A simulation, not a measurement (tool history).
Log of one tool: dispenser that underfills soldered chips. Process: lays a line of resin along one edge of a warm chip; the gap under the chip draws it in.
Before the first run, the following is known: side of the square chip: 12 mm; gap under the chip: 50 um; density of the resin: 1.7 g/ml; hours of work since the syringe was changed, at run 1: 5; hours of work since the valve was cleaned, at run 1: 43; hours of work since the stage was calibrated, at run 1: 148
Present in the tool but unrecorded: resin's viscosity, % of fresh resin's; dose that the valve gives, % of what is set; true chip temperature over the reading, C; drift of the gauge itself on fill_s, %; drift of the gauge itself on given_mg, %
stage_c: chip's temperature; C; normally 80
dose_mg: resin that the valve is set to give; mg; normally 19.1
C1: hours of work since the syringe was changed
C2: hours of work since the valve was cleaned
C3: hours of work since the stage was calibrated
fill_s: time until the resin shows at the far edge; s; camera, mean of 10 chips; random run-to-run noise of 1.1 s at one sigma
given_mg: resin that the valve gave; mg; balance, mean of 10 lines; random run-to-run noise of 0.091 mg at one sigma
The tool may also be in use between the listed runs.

{"run": 1, "hour": 0.0, "stage_c": 80, "dose_mg": 19.1, "C1": 5, "C2": 43, "C3": 148, "fill_s": 136.7, "given_mg": 18.88}
{"hour": 2.3, "done": "new syringe of resin"}
{"run": 2, "hour": 7.4, "stage_c": 80, "dose_mg": 19.1, "C1": 3, "C2": 48, "C3": 152, "fill_s": 129.2, "given_mg": 18.75}
{"run": 3, "hour": 10.9, "stage_c": 80, "dose_mg": 19.1, "C1": 5, "C2": 50, "C3": 155, "fill_s": 136.7, "given_mg": 18.63}
{"hour": 12.3, "done": "new syringe of resin"}
{"run": 4, "hour": 15.9, "stage_c": 80, "dose_mg": 22.6, "C1": 2, "C2": 53, "C3": 158, "fill_s": 123.2, "given_mg": 22.09}
{"run": 5, "hour": 19.7, "stage_c": 80, "dose_mg": 22.6, "C1": 5, "C2": 55, "C3": 160, "fill_s": 135.6, "given_mg": 22.01}
{"hour": 22.0, "done": "new syringe of resin"}
{"run": 6, "hour": 28.4, "stage_c": 80, "dose_mg": 22.6, "C1": 4, "C2": 61, "C3": 165, "fill_s": 127.8, "given_mg": 22.09}
{"hour": 32.0, "done": "new syringe of resin"}
{"run": 7, "hour": 35.5, "stage_c": 80, "dose_mg": 16.4, "C1": 2, "C2": 65, "C3": 169, "fill_s": 130, "given_mg": 15.94}
{"hour": 41.9, "done": "new syringe of resin"}
{"run": 8, "hour": 43.4, "stage_c": 80, "dose_mg": 19.1, "C1": 1, "C2": 70, "C3": 174, "fill_s": 121.8, "given_mg": 18.49}
{"run": 9, "hour": 47.4, "stage_c": 80, "dose_mg": 19.1, "C1": 3, "C2": 72, "C3": 177, "fill_s": 132.2, "given_mg": 18.5}
{"hour": 51.7, "done": "new syringe of resin"}
{"run": 10, "hour": 53.1, "stage_c": 80, "dose_mg": 19.1, "C1": 1, "C2": 75, "C3": 180, "fill_s": 123.5, "given_mg": 18.47}
{"run": 11, "hour": 60.0, "stage_c": 83, "dose_mg": 19.1, "C1": 5, "C2": 80, "C3": 184, "fill_s": 123.4, "given_mg": 18.33}
{"hour": 61.7, "done": "new syringe of resin"}
{"run": 12, "hour": 67.8, "stage_c": 83, "dose_mg": 23.6, "C1": 4, "C2": 84, "C3": 189, "fill_s": 112.6, "given_mg": 22.64}
{"hour": 71.5, "done": "new syringe of resin"}
{"run": 13, "hour": 71.7, "stage_c": 83, "dose_mg": 23.6, "C1": 0, "C2": 87, "C3": 191, "fill_s": 99, "given_mg": 22.68}
{"run": 14, "hour": 79.2, "stage_c": 83, "dose_mg": 23.6, "C1": 5, "C2": 91, "C3": 196, "fill_s": 115.9, "given_mg": 22.64}
{"hour": 81.4, "done": "new syringe of resin"}
{"run": 15, "hour": 85.3, "stage_c": 91, "dose_mg": 23.6, "C1": 2, "C2": 95, "C3": 200, "fill_s": 72.9, "given_mg": 22.57}
{"run": 16, "hour": 88.8, "stage_c": 91, "dose_mg": 23.6, "C1": 5, "C2": 97, "C3": 202, "fill_s": 78.8, "given_mg": 22.67}
{"hour": 91.3, "done": "new syringe of resin"}
{"run": 17, "hour": 93.5, "stage_c": 91, "dose_mg": 23.6, "C1": 1, "C2": 100, "C3": 204, "fill_s": 71.9, "given_mg": 22.68}
{"run": 18, "hour": 99.6, "stage_c": 86, "dose_mg": 24.6, "C1": 5, "C2": 104, "C3": 208, "fill_s": 103.5, "given_mg": 23.58}
{"hour": 100.9, "done": "new syringe of resin"}
{"run": 19, "hour": 107.9, "stage_c": 68, "dose_mg": 18, "C1": 4, "C2": 109, "C3": 213, "fill_s": 256.6, "given_mg": 17.05}
{"hour": 110.7, "done": "new syringe of resin"}
{"run": 20, "hour": 115.2, "stage_c": 87, "dose_mg": 16.9, "C1": 3, "C2": 113, "C3": 218, "fill_s": 95.4, "given_mg": 16.05}
{"hour": 120.4, "done": "new syringe of resin"}
{"run": 21, "hour": 122.0, "stage_c": 87, "dose_mg": 17.7, "C1": 1, "C2": 117, "C3": 222, "fill_s": 88.5, "given_mg": 16.63}
{"run": 22, "hour": 126.0, "stage_c": 87, "dose_mg": 17.7, "C1": 3, "C2": 120, "C3": 224, "fill_s": 96.3, "given_mg": 16.83}
{"hour": 129.7, "done": "dispensing valve cleaned and set on the balance"}
{"hour": 131.3, "done": "new syringe of resin"}
{"run": 23, "hour": 135.6, "stage_c": 68, "dose_mg": 18.8, "C1": 3, "C2": 3, "C3": 229, "fill_s": 243.1, "given_mg": 18.95}
{"run": 24, "hour": 140.0, "stage_c": 68, "dose_mg": 18.8, "C1": 5, "C2": 6, "C3": 232, "fill_s": 268.1, "given_mg": 18.78}
{"hour": 141.3, "done": "new syringe of resin"}
{"run": 25, "hour": 144.5, "stage_c": 87, "dose_mg": 21.3, "C1": 2, "C2": 9, "C3": 235, "fill_s": 87.3, "given_mg": 21.24}
{"hour": 151.0, "done": "new syringe of resin"}
{"run": 26, "hour": 152.9, "stage_c": 87, "dose_mg": 21.3, "C1": 1, "C2": 14, "C3": 240, "fill_s": 85.8, "given_mg": 21.03}
{"run": 27, "hour": 160.1, "stage_c": 80, "dose_mg": 17.6, "C1": 6, "C2": 18, "C3": 244, "fill_s": 141.7, "given_mg": 17.36}
{"hour": 161.1, "done": "new syringe of resin"}
{"run": 28, "hour": 168.7, "stage_c": 93, "dose_mg": 17.7, "C1": 5, "C2": 24, "C3": 249, "fill_s": 77.1, "given_mg": 17.43}
{"hour": 170.8, "done": "new syringe of resin"}
{"run": 29, "hour": 173.0, "stage_c": 93, "dose_mg": 17.7, "C1": 1, "C2": 26, "C3": 252, "fill_s": 69.2, "given_mg": 17.42}

Here are 4 independent what-if runs from the current tool condition. What would each one return?
{"run": "A", "hour": 176.7, "stage_c": 68, "dose_mg": 19.8, "C1": 4, "C2": 28, "C3": 254, "fill_s": "?", "given_mg": "?"}
{"run": "B", "hour": 176.7, "stage_c": 82, "dose_mg": 19.7, "C1": 4, "C2": 28, "C3": 254, "fill_s": "?", "given_mg": "?"}
{"run": "C", "hour": 176.7, "stage_c": 77, "dose_mg": 19.4, "C1": 4, "C2": 28, "C3": 254, "fill_s": "?", "given_mg": "?"}
{"run": "D", "hour": 176.7, "stage_c": 82, "dose_mg": 23, "C1": 4, "C2": 28, "C3": 254, "fill_s": "?", "given_mg": "?"}

run=A fill_s=249.2 given_mg=19.46
run=B fill_s=121 given_mg=19.49
run=C fill_s=159.7 given_mg=19.11
run=D fill_s=122.2 given_mg=22.65
Had the tool no hidden state, the same runs would have come out as:
run=A fill_s=201.6 given_mg=19.72
run=B fill_s=98.3 given_mg=19.75
run=C fill_s=129.6 given_mg=19.37
run=D fill_s=99.4 given_mg=22.96
